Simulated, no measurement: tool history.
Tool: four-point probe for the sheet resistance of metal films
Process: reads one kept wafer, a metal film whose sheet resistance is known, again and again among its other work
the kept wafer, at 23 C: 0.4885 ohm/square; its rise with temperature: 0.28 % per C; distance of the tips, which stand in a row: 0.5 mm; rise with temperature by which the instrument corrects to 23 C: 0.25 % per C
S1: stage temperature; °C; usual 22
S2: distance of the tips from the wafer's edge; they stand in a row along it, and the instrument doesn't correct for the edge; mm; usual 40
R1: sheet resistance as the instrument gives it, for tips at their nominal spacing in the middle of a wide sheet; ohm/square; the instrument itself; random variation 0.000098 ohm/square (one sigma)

run 1 hour=0.0 | S1=22 S2=40 | R1=0.491198
run 2 hour=21.6 | S1=22 S2=40 | R1=0.491124
run 3 hour=62.3 | S1=22 S2=40 | R1=0.491146
run 4 hour=102.6 | S1=22 S2=40 | R1=0.491263
run 5 hour=127.5 | S1=22 S2=28 | R1=0.491228
run 6 hour=147.0 | S1=22 S2=5 | R1=0.493827
run 7 hour=178.2 | S1=22 S2=25 | R1=0.491464
run 8 hour=205.9 | S1=22 S2=25 | R1=0.491483
run 9 hour=233.2 | S1=22 S2=25 | R1=0.491454
run 10 hour=257.5 | S1=22 S2=25 | R1=0.491405
run 11 hour=296.6 | S1=22 S2=25 | R1=0.491642
run 12 hour=318.2 | S1=22 S2=40 | R1=0.491531
run 13 hour=355.1 | S1=19 S2=40 | R1=0.491056
run 14 hour=388.2 | S1=19 S2=40 | R1=0.491306
run 15 hour=413.0 | S1=34 S2=40 | R1=0.493261
run 16 hour=451.8 | S1=22 S2=40 | R1=0.491603
run 17 hour=491.1 | S1=22 S2=13 | R1=0.492101
run 18 hour=515.1 | S1=22 S2=40 | R1=0.491772
run 19 hour=552.0 | S1=22 S2=24 | R1=0.491746
run 20 hour=569.5 | S1=22 S2=24 | R1=0.491869
run 21 hour=602.7 | S1=22 S2=33 | R1=0.491992
run 22 hour=628.7 | S1=21 S2=40 | R1=0.491755
run 23 hour=646.2 | S1=21 S2=40 | R1=0.491785
run 24 hour=676.2 | S1=22 S2=52 | R1=0.492039
run 25 hour=708.7 | S1=31 S2=31 | R1=0.493127
run 26 hour=735.2 | S1=21 S2=3 | R1=0.499093
run 27 hour=775.3 | S1=28 S2=5 | R1=0.495334
run 28 hour=807.0 | S1=26 S2=12 | R1=0.493120
run 29 hour=826.5 | S1=35 S2=18 | R1=0.493991
run 30 hour=852.6 | S1=29 S2=11 | R1=0.493672
run 31 hour=873.0 | S1=29 S2=66 | R1=0.493059
run 32 hour=905.2 | S1=29 S2=66 | R1=0.493218

Run 33 comes next. What will it give?
run 33 hour=926.1 | S1=29 S2=40 | R1=?

Run 33 gave R1 0.493055 ohm/square.
Without the tool's hidden state the same run would have given R1 0.489118 ohm/square.
